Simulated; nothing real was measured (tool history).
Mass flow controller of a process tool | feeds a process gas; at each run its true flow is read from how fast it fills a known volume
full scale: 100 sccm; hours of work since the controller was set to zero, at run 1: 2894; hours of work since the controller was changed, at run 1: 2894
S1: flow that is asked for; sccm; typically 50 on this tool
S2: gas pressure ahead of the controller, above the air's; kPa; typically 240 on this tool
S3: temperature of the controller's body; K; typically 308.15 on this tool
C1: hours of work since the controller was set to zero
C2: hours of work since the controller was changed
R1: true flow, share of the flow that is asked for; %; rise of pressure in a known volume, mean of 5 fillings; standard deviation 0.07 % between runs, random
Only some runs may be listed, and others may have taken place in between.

run,hour,S1,S2,S3,C1,C2,R1
1,0.0,50,240,308.15,2894,2894,99.08
2,87.6,50,240,308.15,2960,2960,99.15
3,155.0,50,240,308.15,3011,3011,99.19
4,291.2,50,240,305.15,3114,3114,99.24
5,432.1,50,240,308.15,3220,3220,99.35
6,499.9,50,240,308.15,3272,3272,99.53
7,592.1,50,240,308.15,3341,3341,99.37
8,694.5,50,240,308.15,3418,3418,99.55
9,774.9,14,240,302.15,3479,3479,99.29
10,864.2,25,240,308.15,3546,3546,99.37
11,969.9,25,240,308.15,3626,3626,99.34
12,1088.6,18,155,308.15,3716,3716,98.65
13,1195.1,50,264,308.15,3796,3796,100.11
14,1349.6,50,264,299.15,3913,3913,100.71
15,1461.6,50,264,299.15,3997,3997,100.79
16,1601.1,59,264,293.15,4103,4103,101.18

Below are 5 alternative next runs, each starting from the tool's condition after run 16. Predict each:
A,1669.3,59,249,305.15,4154,4154,?
B,1669.3,21,240,304.15,4154,4154,?
C,1669.3,50,156,304.15,4154,4154,?
D,1669.3,50,240,296.15,4154,4154,?
E,1669.3,17,240,308.15,4154,4154,?

run,R1
A,100.76
B,99.99
C,99.83
D,100.81
E,99.68
Without the tool's unlogged condition, the same runs would have read:
run,R1
A,99.50
B,98.72
C,98.57
D,99.54
E,98.41

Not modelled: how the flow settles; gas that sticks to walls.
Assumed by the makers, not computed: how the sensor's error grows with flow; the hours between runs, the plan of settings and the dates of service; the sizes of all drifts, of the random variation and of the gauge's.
